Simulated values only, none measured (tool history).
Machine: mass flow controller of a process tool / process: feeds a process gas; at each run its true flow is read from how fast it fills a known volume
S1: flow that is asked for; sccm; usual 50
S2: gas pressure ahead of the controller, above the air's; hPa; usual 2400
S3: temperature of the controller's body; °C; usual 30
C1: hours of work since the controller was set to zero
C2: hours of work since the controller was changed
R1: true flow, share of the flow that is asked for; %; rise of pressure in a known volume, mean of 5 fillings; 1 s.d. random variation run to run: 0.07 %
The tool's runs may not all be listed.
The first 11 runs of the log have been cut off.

run,hour,S1,S2,S3,C1,C2,R1
12,2993,50,2400,26,4517,4517,98.33
13,3321.4,50,2400,30,4683,4683,98.07
14,3598.4,50,2400,22,4824,4824,98.53
15,3984.7,50,2400,22,5020,5020,98.51
16,4282.2,50,2400,22,5170,5170,98.41
17,4523.5,50,2400,22,5293,5293,98.4
18,4803.5,50,1680,30,5435,5435,98.3
19,5052.8,50,1680,30,5561,5561,98.33
20,5331.2,50,1680,30,5703,5703,98.35
21,5566.6,50,1750,30,5822,5822,98.29
22,5873.8,50,1750,30,5978,5978,98.17
23,6202.3,50,1750,30,6144,6144,98.27

Expected results for the next run?
24,6593.2,50,1750,28,6343,6343,?

Run 24 yielded R1 98.28 %.
With no hidden state in the tool, this same run would have given R1 99.65 %.
